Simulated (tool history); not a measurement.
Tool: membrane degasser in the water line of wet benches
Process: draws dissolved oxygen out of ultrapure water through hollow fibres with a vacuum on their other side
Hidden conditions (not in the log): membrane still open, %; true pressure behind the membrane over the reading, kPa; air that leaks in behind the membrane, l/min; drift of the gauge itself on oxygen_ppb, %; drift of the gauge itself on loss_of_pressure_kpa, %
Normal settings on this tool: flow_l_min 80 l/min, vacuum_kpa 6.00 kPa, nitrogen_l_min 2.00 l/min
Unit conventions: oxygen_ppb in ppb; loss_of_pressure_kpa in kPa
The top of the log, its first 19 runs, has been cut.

run,hour,flow_l_min,vacuum_kpa,nitrogen_l_min,hours since the membrane was changed,hours since the vacuum gauge was calibrated,hours since the vacuum lines were made tight,oxygen_ppb,loss_of_pressure_kpa
20,640.5,95,3.86,1.28,1065,6880,11063,121.9,55.63
21,677.3,95,7.38,2.68,1102,6917,11100,334.1,55.15
22,717.4,54,6.81,1.07,1142,6957,11140,337.2,31.50
23,759.4,84,5.84,2.00,1184,6999,11182,232.7,49.04
24,787.3,84,5.84,2.00,1212,7027,11210,237.0,48.71
25,807.0,84,5.84,2.00,1232,7047,11229,241.2,49.20
26,843.6,80,6.00,4.32,1268,7083,11266,133.6,46.63
27,869.6,122,4.58,1.76,1294,7109,11292,263.3,71.07
28,897.4,80,6.82,2.00,1322,7137,11320,296.4,46.36

The next listed run, before its measurement:
29,934.5,88,6.82,0.89,1359,7174,11357,?,?

{"run 29": {"oxygen_ppb": 557.3, "loss_of_pressure_kpa": 51.15}}
Had the tool carried no hidden state, the very same run would have given oxygen_ppb 556.9 ppb, loss_of_pressure_kpa 51.14 kPa.
